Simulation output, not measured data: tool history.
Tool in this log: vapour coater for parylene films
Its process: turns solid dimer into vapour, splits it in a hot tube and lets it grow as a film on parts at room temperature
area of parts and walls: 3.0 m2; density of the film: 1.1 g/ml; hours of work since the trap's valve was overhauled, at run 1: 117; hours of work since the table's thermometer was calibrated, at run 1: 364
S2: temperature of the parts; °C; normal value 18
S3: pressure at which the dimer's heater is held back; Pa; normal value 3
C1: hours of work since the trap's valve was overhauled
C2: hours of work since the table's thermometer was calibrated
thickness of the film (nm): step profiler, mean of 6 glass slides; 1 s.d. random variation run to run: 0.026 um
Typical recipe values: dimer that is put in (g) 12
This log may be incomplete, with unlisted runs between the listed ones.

Run 1, hour 0: usual settings; C1 117; C2 364. Result: thickness of the film (nm) 1950.
Run 2, hour 24.6: usual settings; C1 128; C2 374. Result: thickness of the film (nm) 1950.
Run 3, hour 76.9: usual settings; C1 150; C2 397. Result: thickness of the film (nm) 1970.
Run 4, hour 103.4: usual settings; C1 162; C2 408. Result: thickness of the film (nm) 1930.
Run 5, hour 134.6: usual settings; C1 175; C2 422. Result: thickness of the film (nm) 1920.
Run 6, hour 160.4: usual settings but S2 20 °C; C1 186; C2 433. Result: thickness of the film (nm) 1900.
Run 7, hour 210.4: usual settings but S2 20 °C; C1 208; C2 455. Result: thickness of the film (nm) 1850.
Run 8, hour 241.4: usual settings; C1 221; C2 468. Result: thickness of the film (nm) 1920.
Run 9, hour 291.9: usual settings; C1 243; C2 490. Result: thickness of the film (nm) 1920.
Run 10, hour 327.3: usual settings; C1 259; C2 505. Result: thickness of the film (nm) 1880.
Run 11, hour 384.3: usual settings; C1 283; C2 530. Result: thickness of the film (nm) 1890.
Run 12, hour 418.1: usual settings; C1 298; C2 544. Result: thickness of the film (nm) 1890.
Run 13, hour 464.2: usual settings; C1 318; C2 564. Result: thickness of the film (nm) 1910.
Run 14, hour 490.2: usual settings; C1 329; C2 575. Result: thickness of the film (nm) 1900.
Run 15, hour 532.7: usual settings but S2 16 °C; C1 347; C2 594. Result: thickness of the film (nm) 1940.
Run 16, hour 570.1: usual settings but S2 16 °C; C1 363; C2 610. Result: thickness of the film (nm) 1990.
Run 17, hour 614.9: usual settings; C1 383; C2 629. Result: thickness of the film (nm) 1870.
Run 18, hour 652: usual settings but S2 23 °C; C1 399; C2 645. Result: thickness of the film (nm) 1650.
Run 19, hour 697.6: usual settings but S2 23 °C; C1 419; C2 665. Result: thickness of the film (nm) 1640.
Run 20, hour 729.9: usual settings but dimer that is put in (g) 5; C1 432; C2 679. Result: thickness of the film (nm) 780.
Run 21, hour 772.9: usual settings but dimer that is put in (g) 7, S3 2.8 Pa; C1 451; C2 698. Result: thickness of the film (nm) 1100.
Run 22, hour 818: usual settings but dimer that is put in (g) 17, S2 19 °C, S3 5.74 Pa; C1 471; C2 717. Result: thickness of the film (nm) 2380.
Run 23, hour 850.2: usual settings but dimer that is put in (g) 6, S2 23 °C, S3 5.74 Pa; C1 484; C2 731. Result: thickness of the film (nm) 760.
At hour 858.6: trap's valve overhauled.
Run 24, hour 899.4: usual settings but dimer that is put in (g) 6, S2 23 °C, S3 5.74 Pa; C1 18; C2 751. Result: thickness of the film (nm) 790.
Run 25, hour 954.1: usual settings but dimer that is put in (g) 16, S2 13 °C, S3 3.42 Pa; C1 41; C2 774. Result: thickness of the film (nm) 2490.
Run 26, hour 1007.4: usual settings but S3 2.91 Pa; C1 64; C2 797. Result: thickness of the film (nm) 1700.
Run 27, hour 1041.1: usual settings but dimer that is put in (g) 5, S2 19 °C, S3 2.91 Pa; C1 79; C2 812. Result: thickness of the film (nm) 670.
Run 28, hour 1095: usual settings but dimer that is put in (g) 14, S2 19 °C, S3 10.1 Pa; C1 102; C2 835. Result: thickness of the film (nm) 1730.
At hour 1124.5: trap's valve overhauled, once more.
Run 29, hour 1128.1: usual settings but dimer that is put in (g) 14, S2 19 °C, S3 10.1 Pa; C1 2; C2 848. Result: thickness of the film (nm) 2050.
Run 30, hour 1162.1: usual settings but dimer that is put in (g) 14, S2 13 °C, S3 10.1 Pa; C1 16; C2 862. Result: thickness of the film (nm) 2240.
Run 31, hour 1200.8: usual settings but dimer that is put in (g) 7, S2 24 °C, S3 3.99 Pa; C1 33; C2 879. Result: thickness of the film (nm) 1010.
Run 32, hour 1224.8: usual settings but dimer that is put in (g) 6, S2 22 °C, S3 10.33 Pa; C1 43; C2 889. Result: thickness of the film (nm) 760.
Run 33, hour 1252.4: usual settings but dimer that is put in (g) 10, S2 27 °C; C1 55; C2 901. Result: thickness of the film (nm) 1360.
Run 34, hour 1304.5: usual settings but dimer that is put in (g) 10, S2 27 °C; C1 78; C2 924. Result: thickness of the film (nm) 1350.
Run 35, hour 1342.8: usual settings but dimer that is put in (g) 10, S3 4.6 Pa; C1 94; C2 940. Result: thickness of the film (nm) 1530.
Run 36, hour 1395.9: usual settings but S3 11.68 Pa; C1 117; C2 963. Result: thickness of the film (nm) 1700.
Run 37, hour 1434: usual settings but S3 11.68 Pa; C1 134; C2 980. Result: thickness of the film (nm) 1660.

What if the next run were any one of these 4? Each begins from the tool's condition after run 37:
Run A, hour 1491.9: usual settings but dimer that is put in (g) 20, S2 11 °C, S3 3.51 Pa; C1 159; C2 1005. Result: thickness of the film (nm) ?.
Run B, hour 1491.9: usual settings but S3 2.56 Pa; C1 159; C2 1005. Result: thickness of the film (nm) ?.
Run C, hour 1491.9: usual settings but S2 14 °C, S3 2.42 Pa; C1 159; C2 1005. Result: thickness of the film (nm) ?.
Run D, hour 1491.9: usual settings but S3 6.23 Pa; C1 159; C2 1005. Result: thickness of the film (nm) ?.

run  thickness of the film (nm)
  A                        3650
  B                        1940
  C                        2100
  D                        1810
Had the tool no hidden state, the same runs would have come out as:
run  thickness of the film (nm)
  A                        3810
  B                        2020
  C                        2200
  D                        1880

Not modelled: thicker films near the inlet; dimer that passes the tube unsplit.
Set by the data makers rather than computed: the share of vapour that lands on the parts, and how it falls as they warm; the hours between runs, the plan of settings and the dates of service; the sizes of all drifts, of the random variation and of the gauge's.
